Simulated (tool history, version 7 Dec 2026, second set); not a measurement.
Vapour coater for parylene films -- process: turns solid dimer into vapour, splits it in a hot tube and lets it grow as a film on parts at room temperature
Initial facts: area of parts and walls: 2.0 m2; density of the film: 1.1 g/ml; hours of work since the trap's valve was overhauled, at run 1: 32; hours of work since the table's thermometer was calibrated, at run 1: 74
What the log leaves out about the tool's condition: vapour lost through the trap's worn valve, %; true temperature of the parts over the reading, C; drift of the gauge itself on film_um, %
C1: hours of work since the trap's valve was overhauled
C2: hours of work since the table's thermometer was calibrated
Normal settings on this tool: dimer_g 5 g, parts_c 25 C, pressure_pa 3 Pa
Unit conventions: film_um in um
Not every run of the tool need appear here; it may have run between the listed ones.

{"run": 1, "hour": 0.0, "dimer_g": 5, "parts_c": 25, "pressure_pa": 3, "C1": 32, "C2": 74, "film_um": 1.53}
{"run": 2, "hour": 24.8, "dimer_g": 5, "parts_c": 25, "pressure_pa": 3, "C1": 47, "C2": 89, "film_um": 1.5}
{"run": 3, "hour": 53.8, "dimer_g": 5, "parts_c": 25, "pressure_pa": 3, "C1": 64, "C2": 106, "film_um": 1.52}
{"hour": 57.6, "done": "table's thermometer calibrated"}
{"run": 4, "hour": 96.1, "dimer_g": 5, "parts_c": 25, "pressure_pa": 3, "C1": 89, "C2": 23, "film_um": 1.48}
{"run": 5, "hour": 118.1, "dimer_g": 5, "parts_c": 25, "pressure_pa": 3, "C1": 103, "C2": 37, "film_um": 1.48}
{"run": 6, "hour": 142.3, "dimer_g": 5, "parts_c": 25, "pressure_pa": 3, "C1": 117, "C2": 51, "film_um": 1.46}
{"hour": 158.7, "done": "table's thermometer calibrated, once more"}
{"run": 7, "hour": 166.5, "dimer_g": 5, "parts_c": 23, "pressure_pa": 5.74, "C1": 132, "C2": 5, "film_um": 1.47}
{"run": 8, "hour": 203.8, "dimer_g": 2, "parts_c": 31, "pressure_pa": 10.22, "C1": 154, "C2": 27, "film_um": 0.39}
{"run": 9, "hour": 229.9, "dimer_g": 6, "parts_c": 25, "pressure_pa": 3, "C1": 170, "C2": 43, "film_um": 1.74}
{"run": 10, "hour": 255.8, "dimer_g": 6, "parts_c": 25, "pressure_pa": 3, "C1": 186, "C2": 59, "film_um": 1.7}
{"run": 11, "hour": 304.6, "dimer_g": 6, "parts_c": 19, "pressure_pa": 3.78, "C1": 216, "C2": 89, "film_um": 2.18}

Here are 3 independent what-if runs from the current tool condition. What would each one return?
{"run": "A", "hour": 348.0, "dimer_g": 3, "parts_c": 36, "pressure_pa": 9.28, "C1": 242, "C2": 115, "film_um": "?"}
{"run": "B", "hour": 348.0, "dimer_g": 4, "parts_c": 29, "pressure_pa": 4.33, "C1": 242, "C2": 115, "film_um": "?"}
{"run": "C", "hour": 348.0, "dimer_g": 9, "parts_c": 19, "pressure_pa": 7.06, "C1": 242, "C2": 115, "film_um": "?"}

run=A film_um=0.41
run=B film_um=0.89
run=C film_um=3
With the hidden condition removed and each run's random variation left untouched, the same runs would have given:
run=A film_um=0.46
run=B film_um=0.98
run=C film_um=3.33

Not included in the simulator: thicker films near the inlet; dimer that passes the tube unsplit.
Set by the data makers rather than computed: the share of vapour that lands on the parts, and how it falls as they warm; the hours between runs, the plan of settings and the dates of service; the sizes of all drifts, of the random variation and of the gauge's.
